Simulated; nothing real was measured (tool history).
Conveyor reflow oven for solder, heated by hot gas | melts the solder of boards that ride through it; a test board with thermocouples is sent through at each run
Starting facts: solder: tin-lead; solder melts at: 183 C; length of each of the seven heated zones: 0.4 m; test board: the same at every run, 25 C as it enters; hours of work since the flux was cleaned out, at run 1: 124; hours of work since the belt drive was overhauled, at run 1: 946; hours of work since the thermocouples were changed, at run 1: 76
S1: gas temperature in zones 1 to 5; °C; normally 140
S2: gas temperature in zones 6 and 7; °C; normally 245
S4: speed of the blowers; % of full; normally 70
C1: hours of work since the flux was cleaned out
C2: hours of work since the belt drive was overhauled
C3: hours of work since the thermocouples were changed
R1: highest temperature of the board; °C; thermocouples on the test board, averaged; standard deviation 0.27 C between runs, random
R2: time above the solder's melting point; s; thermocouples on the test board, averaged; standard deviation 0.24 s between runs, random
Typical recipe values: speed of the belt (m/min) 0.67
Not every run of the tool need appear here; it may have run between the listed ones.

{"run": 1, "day": 0.0, "S1": 140, "S2": 245, "speed of the belt (m/min)": 0.67, "S4": 70, "C1": 124, "C2": 946, "C3": 76, "R1": 223.4, "R2": 59.2}
{"run": 2, "day": 1.108, "S1": 140, "S2": 245, "speed of the belt (m/min)": 0.67, "S4": 70, "C1": 139, "C2": 961, "C3": 92, "R1": 224.2, "R2": 59.7}
{"run": 3, "day": 2.912, "S1": 140, "S2": 245, "speed of the belt (m/min)": 0.67, "S4": 70, "C1": 165, "C2": 987, "C3": 118, "R1": 223.3, "R2": 59.8}
{"run": 4, "day": 4.9, "S1": 140, "S2": 245, "speed of the belt (m/min)": 0.67, "S4": 70, "C1": 193, "C2": 1015, "C3": 146, "R1": 223.9, "R2": 59.2}
{"run": 5, "day": 5.892, "S1": 140, "S2": 245, "speed of the belt (m/min)": 0.67, "S4": 70, "C1": 208, "C2": 1030, "C3": 160, "R1": 223.6, "R2": 59.3}
{"run": 6, "day": 7.612, "S1": 140, "S2": 245, "speed of the belt (m/min)": 0.67, "S4": 70, "C1": 232, "C2": 1054, "C3": 185, "R1": 223.8, "R2": 59.1}
{"run": 7, "day": 8.829, "S1": 140, "S2": 245, "speed of the belt (m/min)": 0.67, "S4": 70, "C1": 249, "C2": 1071, "C3": 202, "R1": 223.4, "R2": 59.4}
{"run": 8, "day": 10.429, "S1": 140, "S2": 245, "speed of the belt (m/min)": 0.67, "S4": 70, "C1": 272, "C2": 1094, "C3": 225, "R1": 222.9, "R2": 59.4}
{"run": 9, "day": 11.458, "S1": 141, "S2": 245, "speed of the belt (m/min)": 0.67, "S4": 70, "C1": 287, "C2": 1109, "C3": 240, "R1": 223.2, "R2": 59.3}
{"day": 11.842, "done": "flux residue cleaned out of gas plates and filters"}
{"run": 10, "day": 12.979, "S1": 141, "S2": 245, "speed of the belt (m/min)": 0.67, "S4": 70, "C1": 16, "C2": 1128, "C3": 258, "R1": 221.7, "R2": 57.9}
{"run": 11, "day": 14.171, "S1": 141, "S2": 245, "speed of the belt (m/min)": 0.67, "S4": 70, "C1": 33, "C2": 1145, "C3": 275, "R1": 221.4, "R2": 58.6}
{"run": 12, "day": 16.025, "S1": 141, "S2": 245, "speed of the belt (m/min)": 0.67, "S4": 70, "C1": 60, "C2": 1171, "C3": 302, "R1": 220.8, "R2": 57.8}
{"run": 13, "day": 17.746, "S1": 141, "S2": 245, "speed of the belt (m/min)": 0.728, "S4": 70, "C1": 84, "C2": 1196, "C3": 326, "R1": 217.6, "R2": 50.4}
{"run": 14, "day": 19.275, "S1": 141, "S2": 245, "speed of the belt (m/min)": 0.728, "S4": 70, "C1": 106, "C2": 1217, "C3": 348, "R1": 217.6, "R2": 50.6}
{"run": 15, "day": 21.296, "S1": 140, "S2": 259, "speed of the belt (m/min)": 0.67, "S4": 84, "C1": 135, "C2": 1246, "C3": 377, "R1": 235.1, "R2": 66.8}
{"day": 22.512, "done": "flux residue cleaned out of gas plates and filters, once more"}
{"run": 16, "day": 22.775, "S1": 140, "S2": 245, "speed of the belt (m/min)": 0.799, "S4": 77, "C1": 4, "C2": 1264, "C3": 395, "R1": 221.5, "R2": 49.1}
{"run": 17, "day": 24.283, "S1": 141, "S2": 240, "speed of the belt (m/min)": 0.669, "S4": 57, "C1": 25, "C2": 1286, "C3": 416, "R1": 218.2, "R2": 56.5}
{"run": 18, "day": 25.721, "S1": 140, "S2": 245, "speed of the belt (m/min)": 0.742, "S4": 55, "C1": 46, "C2": 1306, "C3": 437, "R1": 216.9, "R2": 48.9}
{"run": 19, "day": 27.2, "S1": 140, "S2": 245, "speed of the belt (m/min)": 0.742, "S4": 55, "C1": 67, "C2": 1327, "C3": 458, "R1": 216.9, "R2": 48.8}

Run 20 is up next; what results do you expect?
{"run": 20, "day": 28.75, "S1": 140, "S2": 235, "speed of the belt (m/min)": 0.67, "S4": 87, "C1": 89, "C2": 1349, "C3": 480, "R1": "?", "R2": "?"}

{"run 20": {"R1": 221.3, "R2": 59.5}}
Had the tool carried no hidden state, the very same run would have given R1 220.1 °C, R2 56.8 s.

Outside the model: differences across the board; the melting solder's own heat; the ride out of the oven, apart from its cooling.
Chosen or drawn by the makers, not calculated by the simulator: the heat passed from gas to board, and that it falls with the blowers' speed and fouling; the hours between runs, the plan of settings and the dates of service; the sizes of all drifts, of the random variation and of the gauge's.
